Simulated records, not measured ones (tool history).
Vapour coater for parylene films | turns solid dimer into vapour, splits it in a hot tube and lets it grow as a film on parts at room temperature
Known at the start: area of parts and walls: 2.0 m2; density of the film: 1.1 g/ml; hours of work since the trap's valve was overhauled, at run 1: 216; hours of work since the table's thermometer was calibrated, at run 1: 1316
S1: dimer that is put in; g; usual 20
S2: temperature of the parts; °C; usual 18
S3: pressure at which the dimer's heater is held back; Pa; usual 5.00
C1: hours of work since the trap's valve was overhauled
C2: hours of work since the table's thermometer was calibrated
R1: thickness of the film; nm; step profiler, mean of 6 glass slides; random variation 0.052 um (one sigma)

run	hour	S1	S2	S3	C1	C2	R1
1	0.0	20	18	5.00	216	1316	5770
2	32.9	20	18	5.00	241	1341	5750
3	71.9	20	18	5.00	271	1370	5590
# hour 79.5: trap's valve overhauled
4	112.4	20	18	5.00	25	1398	6050
5	148.5	20	18	5.00	53	1426	6070
6	167.1	20	18	5.00	67	1440	6080
# hour 170.1: table's thermometer calibrated
7	207.4	34	11	7.47	97	28	10780
8	239.0	34	11	7.47	121	53	10650
# hour 264.1: table's thermometer calibrated, once more
9	276.1	20	14	6.56	148	9	6020
10	305.8	22	17	9.06	171	32	5770
11	342.5	22	30	8.44	199	60	4470

Hidden state at the last listed run before each entry between runs and at the first one after, where it differs:
Between runs 3 and 4: trap's valve overhauled (hour 79.5)
  vapour lost through the trap's worn valve, %: 7 -> 0.6; true temperature of the parts over the reading, C: -0.41 -> -0.42
  measured less the result without the state, R1: -380 -> +20 nm
Between runs 6 and 7: table's thermometer calibrated (hour 170.1)
  vapour lost through the trap's worn valve, %: 1.5 -> 2.1; true temperature of the parts over the reading, C: -0.43 -> -0.71
  measured less the result without the state, R1: -50 -> -70 nm
Between runs 8 and 9: table's thermometer calibrated, once more (hour 264.1)
  vapour lost through the trap's worn valve, %: 2.7 -> 3.3; true temperature of the parts over the reading, C: -0.72 -> 0.05
  measured less the result without the state, R1: -140 -> -210 nm
